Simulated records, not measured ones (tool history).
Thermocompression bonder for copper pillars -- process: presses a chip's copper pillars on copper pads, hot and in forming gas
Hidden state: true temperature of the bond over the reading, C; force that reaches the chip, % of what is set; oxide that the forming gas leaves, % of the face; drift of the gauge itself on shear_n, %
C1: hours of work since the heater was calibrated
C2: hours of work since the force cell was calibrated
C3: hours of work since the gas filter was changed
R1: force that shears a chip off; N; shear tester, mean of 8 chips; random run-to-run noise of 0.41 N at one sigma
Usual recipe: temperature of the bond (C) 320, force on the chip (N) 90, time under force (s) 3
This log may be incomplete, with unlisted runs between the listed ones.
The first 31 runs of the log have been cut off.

Run 32, hour 572.4: usual settings but temperature of the bond (C) 293, force on the chip (N) 67, time under force (s) 4; C1 959; C2 110; C3 178. Result: R1 39.7 N.
Run 33, hour 586.1: usual settings but temperature of the bond (C) 313, time under force (s) 6; C1 969; C2 120; C3 188. Result: R1 61.1 N.
Run 34, hour 608.6: usual settings but temperature of the bond (C) 330, force on the chip (N) 55, time under force (s) 6; C1 985; C2 136; C3 204. Result: R1 56.3 N.
Run 35, hour 631.8: usual settings but temperature of the bond (C) 349, force on the chip (N) 93, time under force (s) 6; C1 1002; C2 153; C3 221. Result: R1 77.0 N.
Run 36, hour 644.4: usual settings but temperature of the bond (C) 296, force on the chip (N) 66, time under force (s) 6; C1 1011; C2 162; C3 230. Result: R1 46.1 N.
Run 37, hour 663.9: usual settings but temperature of the bond (C) 296, force on the chip (N) 66, time under force (s) 6; C1 1025; C2 176; C3 244. Result: R1 45.9 N.
Run 38, hour 685.1: usual settings but temperature of the bond (C) 338, force on the chip (N) 101, time under force (s) 2; C1 1040; C2 191; C3 259. Result: R1 55.6 N.
Run 39, hour 705.8: usual settings but temperature of the bond (C) 290, force on the chip (N) 55, time under force (s) 5; C1 1055; C2 206; C3 274. Result: R1 36.6 N.
Run 40, hour 722.2: usual settings but time under force (s) 8; C1 1067; C2 218; C3 285. Result: R1 68.7 N.

Branching from run 40: 3 alternative next runs. What would each branch give?
Run A, hour 750.3: usual settings but time under force (s) 4; C1 1087; C2 238; C3 306. Result: R1 ?.
Run B, hour 750.3: usual settings but force on the chip (N) 64, time under force (s) 2; C1 1087; C2 238; C3 306. Result: R1 ?.
Run C, hour 750.3: usual settings but temperature of the bond (C) 324, force on the chip (N) 81, time under force (s) 8; C1 1087; C2 238; C3 306. Result: R1 ?.

run    R1
  A  56.4
  B  37.1
  C  67.4
Stripped of hidden state, with their random variation kept, the same runs would have yielded:
run    R1
  A  62.1
  B  41.6
  C  73.3
